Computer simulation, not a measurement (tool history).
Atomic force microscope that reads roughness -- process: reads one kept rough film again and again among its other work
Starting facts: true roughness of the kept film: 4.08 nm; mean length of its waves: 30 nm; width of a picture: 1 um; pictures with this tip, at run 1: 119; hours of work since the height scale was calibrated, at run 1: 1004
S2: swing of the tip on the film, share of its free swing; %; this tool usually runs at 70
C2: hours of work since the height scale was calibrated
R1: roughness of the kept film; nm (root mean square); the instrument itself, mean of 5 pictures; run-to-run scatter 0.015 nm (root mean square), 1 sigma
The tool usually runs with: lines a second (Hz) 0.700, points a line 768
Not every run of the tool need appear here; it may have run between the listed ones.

Run 1, hour 0.0: usual settings; pictures with this tip 119; C2 1004. Result: R1 3.220 nm (root mean square).
Run 2, hour 20.2: usual settings but points a line 364; pictures with this tip 162; C2 1019. Result: R1 3.073 nm (root mean square).
Run 3, hour 37.1: usual settings but points a line 364; pictures with this tip 198; C2 1032. Result: R1 3.013 nm (root mean square).
At hour 46.4: new tip fitted.
Run 4, hour 54.3: usual settings but points a line 364; pictures with this tip 17; C2 1044. Result: R1 3.516 nm (root mean square).
Run 5, hour 71.5: usual settings but points a line 364; pictures with this tip 54; C2 1057. Result: R1 3.387 nm (root mean square).
Run 6, hour 87.5: usual settings; pictures with this tip 88; C2 1069. Result: R1 3.323 nm (root mean square).
Run 7, hour 106.6: usual settings; pictures with this tip 129; C2 1084. Result: R1 3.185 nm (root mean square).
Run 8, hour 141.2: usual settings; pictures with this tip 203; C2 1110. Result: R1 3.006 nm (root mean square).
At hour 148.1: new tip fitted.
Run 9, hour 163.4: usual settings; pictures with this tip 32; C2 1126. Result: R1 3.435 nm (root mean square).
Run 10, hour 194.8: usual settings but S2 76 %; pictures with this tip 100; C2 1150. Result: R1 3.253 nm (root mean square).
Run 11, hour 228.3: usual settings but S2 84 %; pictures with this tip 172; C2 1175. Result: R1 3.004 nm (root mean square).
At hour 250.0: new tip fitted.
Run 12, hour 257.1: usual settings but points a line 907; pictures with this tip 15; C2 1196. Result: R1 3.538 nm (root mean square).
Run 13, hour 276.5: usual settings but points a line 907; pictures with this tip 57; C2 1211. Result: R1 3.415 nm (root mean square).
Run 14, hour 292.7: usual settings but points a line 907; pictures with this tip 91; C2 1223. Result: R1 3.303 nm (root mean square).
Run 15, hour 318.5: usual settings but S2 81 %; pictures with this tip 147; C2 1242. Result: R1 3.098 nm (root mean square).
At hour 323.0: height scale calibrated on a step standard.
At hour 353.0: new tip fitted.
Run 16, hour 354.7: usual settings but S2 69 %; pictures with this tip 4; C2 23. Result: R1 3.566 nm (root mean square).
Run 17, hour 370.7: usual settings but S2 69 %; pictures with this tip 38; C2 35. Result: R1 3.492 nm (root mean square).
Run 18, hour 391.6: usual settings; pictures with this tip 83; C2 51. Result: R1 3.359 nm (root mean square).
Run 19, hour 412.6: usual settings; pictures with this tip 128; C2 67. Result: R1 3.230 nm (root mean square).
Run 20, hour 435.5: usual settings but S2 56 %; pictures with this tip 177; C2 84. Result: R1 3.165 nm (root mean square).
At hour 455.0: new tip fitted.
Run 21, hour 472.7: usual settings but S2 56 %, points a line 321; pictures with this tip 38; C2 112. Result: R1 3.511 nm (root mean square).
Run 22, hour 491.3: usual settings but S2 56 %, points a line 321; pictures with this tip 78; C2 126. Result: R1 3.385 nm (root mean square).
At hour 505.6: height scale calibrated on a step standard, once more.
Run 23, hour 519.6: usual settings but S2 73 %; pictures with this tip 136; C2 10. Result: R1 3.191 nm (root mean square).
Run 24, hour 538.8: usual settings but S2 73 %; pictures with this tip 177; C2 25. Result: R1 3.063 nm (root mean square).
At hour 557.8: new tip fitted.
Run 25, hour 577.1: usual settings but S2 73 %; pictures with this tip 41; C2 53. Result: R1 3.418 nm (root mean square).
Run 26, hour 602.8: usual settings but points a line 614; pictures with this tip 96; C2 73. Result: R1 3.238 nm (root mean square).
Run 27, hour 633.1: usual settings but S2 87 %, points a line 371; pictures with this tip 161; C2 96. Result: R1 2.969 nm (root mean square).
At hour 659.0: new tip fitted.
Run 28, hour 659.0: usual settings but lines a second (Hz) 1.230, S2 66 %; pictures with this tip 0; C2 115. Result: R1 3.519 nm (root mean square).
Run 29, hour 697.0: usual settings but points a line 293; pictures with this tip 81; C2 143. Result: R1 3.270 nm (root mean square).
Run 30, hour 719.3: usual settings but lines a second (Hz) 0.541, S2 61 %, points a line 643; pictures with this tip 129; C2 160. Result: R1 3.221 nm (root mean square).
Run 31, hour 736.4: usual settings but lines a second (Hz) 1.827; pictures with this tip 165; C2 173. Result: R1 2.969 nm (root mean square).
At hour 763.0: new tip fitted.
Run 32, hour 768.7: usual settings but lines a second (Hz) 3.448, points a line 436; pictures with this tip 13; C2 197. Result: R1 3.192 nm (root mean square).
Run 33, hour 798.5: usual settings but lines a second (Hz) 3.527, S2 85 %, points a line 606; pictures with this tip 76; C2 219. Result: R1 2.706 nm (root mean square).
Run 34, hour 835.7: usual settings but lines a second (Hz) 0.739, S2 89 %, points a line 646; pictures with this tip 156; C2 247. Result: R1 2.945 nm (root mean square).
Run 35, hour 851.9: usual settings but lines a second (Hz) 2.939, S2 57 %, points a line 646; pictures with this tip 191; C2 259. Result: R1 2.918 nm (root mean square).
At hour 864.1: new tip fitted.
Run 36, hour 880.0: usual settings but lines a second (Hz) 0.635, S2 85 %, points a line 361; pictures with this tip 34; C2 280. Result: R1 3.339 nm (root mean square).
Run 37, hour 911.1: usual settings but lines a second (Hz) 0.934, S2 60 %, points a line 451; pictures with this tip 101; C2 303. Result: R1 3.246 nm (root mean square).
Run 38, hour 930.0: usual settings but lines a second (Hz) 0.920, points a line 932; pictures with this tip 141; C2 318. Result: R1 3.134 nm (root mean square).
Run 39, hour 954.4: usual settings but S2 64 %; pictures with this tip 193; C2 336. Result: R1 3.037 nm (root mean square).
At hour 968.3: new tip fitted.
Run 40, hour 981.4: usual settings but lines a second (Hz) 2.707, S2 85 %, points a line 308; pictures with this tip 28; C2 356. Result: R1 2.958 nm (root mean square).
Run 41, hour 1009.7: usual settings but lines a second (Hz) 2.882, S2 72 %, points a line 822; pictures with this tip 89; C2 377. Result: R1 3.051 nm (root mean square).
Run 42, hour 1045.9: usual settings but lines a second (Hz) 2.882, S2 72 %, points a line 822; pictures with this tip 166; C2 405. Result: R1 2.883 nm (root mean square).
At hour 1069.7: new tip fitted.
Run 43, hour 1076.4: usual settings but lines a second (Hz) 2.882, S2 72 %, points a line 822; pictures with this tip 15; C2 427. Result: R1 3.288 nm (root mean square).
Run 44, hour 1097.8: usual settings but lines a second (Hz) 2.882, S2 72 %, points a line 822; pictures with this tip 60; C2 443. Result: R1 3.135 nm (root mean square).
Run 45, hour 1134.8: usual settings but lines a second (Hz) 0.525, S2 82 %, points a line 308; pictures with this tip 140; C2 471. Result: R1 3.116 nm (root mean square).
Run 46, hour 1166.8: usual settings but lines a second (Hz) 0.824; pictures with this tip 208; C2 495. Result: R1 2.984 nm (root mean square).
At hour 1171.7: new tip fitted.
Run 47, hour 1200.4: usual settings but lines a second (Hz) 0.824; pictures with this tip 61; C2 520. Result: R1 3.319 nm (root mean square).
Run 48, hour 1236.4: usual settings but lines a second (Hz) 0.824; pictures with this tip 138; C2 547. Result: R1 3.128 nm (root mean square).
Run 49, hour 1265.0: usual settings but lines a second (Hz) 2.270, S2 72 %, points a line 837; pictures with this tip 200; C2 569. Result: R1 2.821 nm (root mean square).
At hour 1273.4: new tip fitted.
Run 50, hour 1299.4: usual settings but lines a second (Hz) 1.072, S2 87 %, points a line 356; pictures with this tip 55; C2 594. Result: R1 3.184 nm (root mean square).
Run 51, hour 1319.7: usual settings but lines a second (Hz) 1.072, S2 87 %, points a line 356; pictures with this tip 99; C2 609. Result: R1 3.072 nm (root mean square).

Forecast each of these 4 alternatives for the next run:
Run A, hour 1340.6: usual settings but points a line 258; pictures with this tip 144; C2 625. Result: R1 ?.
Run B, hour 1340.6: usual settings but lines a second (Hz) 3.001, S2 69 %, points a line 803; pictures with this tip 144; C2 625. Result: R1 ?.
Run C, hour 1340.6: usual settings but lines a second (Hz) 1.333, S2 90 %, points a line 312; pictures with this tip 144; C2 625. Result: R1 ?.
Run D, hour 1340.6: usual settings but lines a second (Hz) 1.495, S2 79 %, points a line 729; pictures with this tip 144; C2 625. Result: R1 ?.

run     R1
  A  3.120
  B  2.952
  C  2.864
  D  2.984
Without the tool's unlogged condition, the same runs would have read:
run     R1
  A  3.507
  B  3.318
  C  3.220
  D  3.354
